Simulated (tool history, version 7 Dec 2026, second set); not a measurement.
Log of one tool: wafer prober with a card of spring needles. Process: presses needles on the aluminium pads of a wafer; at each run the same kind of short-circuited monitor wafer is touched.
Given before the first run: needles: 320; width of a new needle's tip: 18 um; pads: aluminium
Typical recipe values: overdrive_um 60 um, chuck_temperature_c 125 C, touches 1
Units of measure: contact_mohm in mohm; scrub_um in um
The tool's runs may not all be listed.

Run 1, hour 0: usual settings. Result: contact_mohm 187 mohm, scrub_um 16.56 um.
At hour 7.9: tips cleaned on abrasive film.
At hour 17.7: tips cleaned on abrasive film.
At hour 25.5: tips cleaned on abrasive film.
At hour 35.3: tips cleaned on abrasive film.
At hour 45.1: tips cleaned on abrasive film.
At hour 53: tips cleaned on abrasive film.
At hour 60.8: tips cleaned on abrasive film.
At hour 63: height of the first contact set anew.
Run 2, hour 63: usual settings. Result: contact_mohm 188 mohm, scrub_um 16.51 um.
At hour 70.9: tips cleaned on abrasive film.
At hour 80.7: tips cleaned on abrasive film.
At hour 90.5: tips cleaned on abrasive film.
At hour 98.4: tips cleaned on abrasive film.
At hour 108.2: tips cleaned on abrasive film.
At hour 118: tips cleaned on abrasive film.
At hour 125.8: tips cleaned on abrasive film.
Run 3, hour 132: usual settings but chuck_temperature_c 94 C. Result: contact_mohm 181 mohm, scrub_um 16.48 um.
At hour 134.1: tips cleaned on abrasive film.
At hour 141.9: tips cleaned on abrasive film.
At hour 151.7: tips cleaned on abrasive film.
At hour 159.6: tips cleaned on abrasive film.
At hour 167.4: tips cleaned on abrasive film.
At hour 175.3: tips cleaned on abrasive film.
At hour 185.1: tips cleaned on abrasive film.
At hour 193: tips cleaned on abrasive film.
At hour 202.8: tips cleaned on abrasive film.
At hour 210.6: tips cleaned on abrasive film.
At hour 218.5: tips cleaned on abrasive film.
Run 4, hour 223.1: usual settings. Result: contact_mohm 184 mohm, scrub_um 16.47 um.
At hour 227.1: tips cleaned on abrasive film.
At hour 236.9: tips cleaned on abrasive film.
At hour 244.7: tips cleaned on abrasive film.
At hour 254.5: tips cleaned on abrasive film.
At hour 262.4: tips cleaned on abrasive film.
At hour 272.2: tips cleaned on abrasive film.
At hour 280.1: tips cleaned on abrasive film.
At hour 280.4: height of the first contact set anew.
At hour 290.2: tips cleaned on abrasive film.
At hour 298: tips cleaned on abrasive film.
Run 5, hour 298.4: usual settings. Result: contact_mohm 183 mohm, scrub_um 16.53 um.
At hour 306.3: tips cleaned on abrasive film.
At hour 316.1: tips cleaned on abrasive film.
At hour 325.9: tips cleaned on abrasive film.
At hour 333.8: tips cleaned on abrasive film.
At hour 341.6: tips cleaned on abrasive film.
At hour 351.4: tips cleaned on abrasive film.
At hour 359.3: tips cleaned on abrasive film.
At hour 369.1: tips cleaned on abrasive film.
Run 6, hour 370.1: usual settings. Result: contact_mohm 187 mohm, scrub_um 16.44 um.
At hour 378: tips cleaned on abrasive film.
At hour 385.9: tips cleaned on abrasive film.
At hour 397.9: card fitted with new needles.
At hour 407.7: tips cleaned on abrasive film.
At hour 417.5: tips cleaned on abrasive film.
At hour 427.3: tips cleaned on abrasive film.
At hour 435.1: tips cleaned on abrasive film.
Run 7, hour 442.3: usual settings. Result: contact_mohm 188 mohm, scrub_um 16.48 um.
At hour 444.3: tips cleaned on abrasive film.
At hour 454.1: tips cleaned on abrasive film.
At hour 462: tips cleaned on abrasive film.
At hour 471.8: tips cleaned on abrasive film.
At hour 481.6: tips cleaned on abrasive film.
At hour 489.4: tips cleaned on abrasive film.
At hour 499.2: tips cleaned on abrasive film.
At hour 507.1: tips cleaned on abrasive film.
Run 8, hour 507.7: usual settings. Result: contact_mohm 186 mohm, scrub_um 16.5 um.
At hour 515.6: tips cleaned on abrasive film.
At hour 525.4: tips cleaned on abrasive film.
At hour 533.3: tips cleaned on abrasive film.
At hour 543.1: tips cleaned on abrasive film.
At hour 550.9: tips cleaned on abrasive film.
Run 9, hour 552.8: usual settings. Result: contact_mohm 188 mohm, scrub_um 16.49 um.
At hour 560.7: tips cleaned on abrasive film.
At hour 568.6: tips cleaned on abrasive film.
At hour 578.4: tips cleaned on abrasive film.
At hour 586.2: tips cleaned on abrasive film.
At hour 596: tips cleaned on abrasive film.
At hour 605.8: tips cleaned on abrasive film.
At hour 615.6: tips cleaned on abrasive film.
At hour 615.9: height of the first contact set anew.
At hour 623.8: tips cleaned on abrasive film.
Run 10, hour 625.6: usual settings. Result: contact_mohm 190 mohm, scrub_um 16.36 um.
At hour 633.5: tips cleaned on abrasive film.
At hour 643.3: tips cleaned on abrasive film.
At hour 651.1: tips cleaned on abrasive film.
At hour 660.9: tips cleaned on abrasive film.
At hour 668.8: tips cleaned on abrasive film.
At hour 676.6: tips cleaned on abrasive film.
At hour 686.4: tips cleaned on abrasive film.
At hour 694.3: tips cleaned on abrasive film.
Run 11, hour 696.6: usual settings but overdrive_um 73 um. Result: contact_mohm 187 mohm, scrub_um 20.23 um.
At hour 702.5: tips cleaned on abrasive film.
At hour 712.3: tips cleaned on abrasive film.
At hour 720.2: tips cleaned on abrasive film.
At hour 730: tips cleaned on abrasive film.
At hour 738.7: tips cleaned on abrasive film.
Run 12, hour 738.7: usual settings but overdrive_um 73 um. Result: contact_mohm 180 mohm, scrub_um 20.03 um.
At hour 746.6: tips cleaned on abrasive film.
At hour 756.4: tips cleaned on abrasive film.
At hour 766.2: tips cleaned on abrasive film.
At hour 774: tips cleaned on abrasive film.
At hour 783.8: tips cleaned on abrasive film.
At hour 791.7: tips cleaned on abrasive film.
Run 13, hour 794.6: usual settings but overdrive_um 73 um. Result: contact_mohm 182 mohm, scrub_um 20.12 um.
At hour 800.5: tips cleaned on abrasive film.
At hour 808.4: tips cleaned on abrasive film.
At hour 818.2: tips cleaned on abrasive film.
At hour 828: tips cleaned on abrasive film.
At hour 832.2: height of the first contact set anew.
At hour 838.1: tips cleaned on abrasive film.
At hour 847.9: tips cleaned on abrasive film.
Run 14, hour 851.7: usual settings but overdrive_um 73 um, chuck_temperature_c 103 C, touches 2. Result: contact_mohm 178 mohm, scrub_um 20.11 um.
At hour 857.6: tips cleaned on abrasive film.
At hour 865.5: tips cleaned on abrasive film.
At hour 875.3: tips cleaned on abrasive film.
At hour 885.1: tips cleaned on abrasive film.
At hour 892.9: tips cleaned on abrasive film.
At hour 902.7: tips cleaned on abrasive film.
At hour 910.6: tips cleaned on abrasive film.
At hour 918.4: tips cleaned on abrasive film.
Run 15, hour 918.8: usual settings but overdrive_um 73 um, chuck_temperature_c 55 C, touches 2. Result: contact_mohm 172 mohm, scrub_um 20.04 um.
At hour 926.7: tips cleaned on abrasive film.
At hour 934.5: tips cleaned on abrasive film.
At hour 944.3: tips cleaned on abrasive film.
At hour 952.2: tips cleaned on abrasive film.
At hour 962: tips cleaned on abrasive film.
Run 16, hour 966.8: usual settings but overdrive_um 73 um, chuck_temperature_c 55 C, touches 2. Result: contact_mohm 169 mohm, scrub_um 20.05 um.
At hour 970.8: tips cleaned on abrasive film.
At hour 980.6: tips cleaned on abrasive film.
At hour 990.4: tips cleaned on abrasive film.
At hour 1000.2: tips cleaned on abrasive film.
At hour 1008.1: tips cleaned on abrasive film.
At hour 1017.9: tips cleaned on abrasive film.
At hour 1027.7: tips cleaned on abrasive film.
Run 17, hour 1029.3: usual settings but overdrive_um 66 um, chuck_temperature_c 40 C, touches 2. Result: contact_mohm 168 mohm, scrub_um 18.09 um.
At hour 1037.1: tips cleaned on abrasive film.
At hour 1045: tips cleaned on abrasive film.
At hour 1049.2: height of the first contact set anew.
At hour 1055.1: tips cleaned on abrasive film.
At hour 1064.9: tips cleaned on abrasive film.
At hour 1074.7: tips cleaned on abrasive film.
At hour 1082.5: tips cleaned on abrasive film.
At hour 1092.3: tips cleaned on abrasive film.
At hour 1100.2: tips cleaned on abrasive film.
At hour 1110: tips cleaned on abrasive film.
Run 18, hour 1111.3: usual settings but overdrive_um 66 um, chuck_temperature_c 40 C, touches 2. Result: contact_mohm 171 mohm, scrub_um 18.21 um.
At hour 1119.2: tips cleaned on abrasive film.
At hour 1129: tips cleaned on abrasive film.
At hour 1138.8: tips cleaned on abrasive film.
At hour 1148.6: tips cleaned on abrasive film.
At hour 1158.4: tips cleaned on abrasive film.
At hour 1168.2: tips cleaned on abrasive film.
Run 19, hour 1170.9: usual settings but overdrive_um 45 um, chuck_temperature_c 40 C, touches 2. Result: contact_mohm 178 mohm, scrub_um 12.36 um.
At hour 1176.8: tips cleaned on abrasive film.
At hour 1184.7: tips cleaned on abrasive film.
At hour 1194.5: tips cleaned on abrasive film.
At hour 1202.3: tips cleaned on abrasive film.
At hour 1210.2: tips cleaned on abrasive film.
At hour 1220: tips cleaned on abrasive film.
At hour 1227.8: tips cleaned on abrasive film.
At hour 1237.6: tips cleaned on abrasive film.
Run 20, hour 1238.5: usual settings but overdrive_um 50 um, chuck_temperature_c 25 C, touches 2. Result: contact_mohm 166 mohm, scrub_um 13.73 um.

Branching from run 20: 3 alternative next runs. What would each branch give?
At hour 1246.3: tips cleaned on abrasive film.
At hour 1254.2: tips cleaned on abrasive film.
At hour 1264: tips cleaned on abrasive film.
At hour 1266.2: height of the first contact set anew.
At hour 1274.1: tips cleaned on abrasive film.
At hour 1283.9: tips cleaned on abrasive film.
At hour 1291.8: tips cleaned on abrasive film.
At hour 1301.6: tips cleaned on abrasive film.
At hour 1309.4: tips cleaned on abrasive film.
At hour 1318.6: tips cleaned on abrasive film.
Run A, hour 1318.6: usual settings but overdrive_um 48 um, chuck_temperature_c 25 C, touches 2. Result: contact_mohm ?, scrub_um ?.
At hour 1246.3: tips cleaned on abrasive film.
At hour 1254.2: tips cleaned on abrasive film.
At hour 1264: tips cleaned on abrasive film.
At hour 1266.2: height of the first contact set anew.
At hour 1274.1: tips cleaned on abrasive film.
At hour 1283.9: tips cleaned on abrasive film.
At hour 1291.8: tips cleaned on abrasive film.
At hour 1301.6: tips cleaned on abrasive film.
At hour 1309.4: tips cleaned on abrasive film.
At hour 1318.6: tips cleaned on abrasive film.
Run B, hour 1318.6: usual settings but overdrive_um 75 um, chuck_temperature_c 25 C, touches 2. Result: contact_mohm ?, scrub_um ?.
At hour 1246.3: tips cleaned on abrasive film.
At hour 1254.2: tips cleaned on abrasive film.
At hour 1264: tips cleaned on abrasive film.
At hour 1266.2: height of the first contact set anew.
At hour 1274.1: tips cleaned on abrasive film.
At hour 1283.9: tips cleaned on abrasive film.
At hour 1291.8: tips cleaned on abrasive film.
At hour 1301.6: tips cleaned on abrasive film.
At hour 1309.4: tips cleaned on abrasive film.
At hour 1318.6: tips cleaned on abrasive film.
Run C, hour 1318.6: usual settings but overdrive_um 58 um. Result: contact_mohm ?, scrub_um ?.

run  contact_mohm  scrub_um
  A           169     13.21
  B           162     20.69
  C           190     16.06
The same runs, with their run-to-run variation unchanged, on a tool lacking any hidden condition would have given:
run  contact_mohm  scrub_um
  A           169     13.21
  B           162     20.69
  C           190     16.06

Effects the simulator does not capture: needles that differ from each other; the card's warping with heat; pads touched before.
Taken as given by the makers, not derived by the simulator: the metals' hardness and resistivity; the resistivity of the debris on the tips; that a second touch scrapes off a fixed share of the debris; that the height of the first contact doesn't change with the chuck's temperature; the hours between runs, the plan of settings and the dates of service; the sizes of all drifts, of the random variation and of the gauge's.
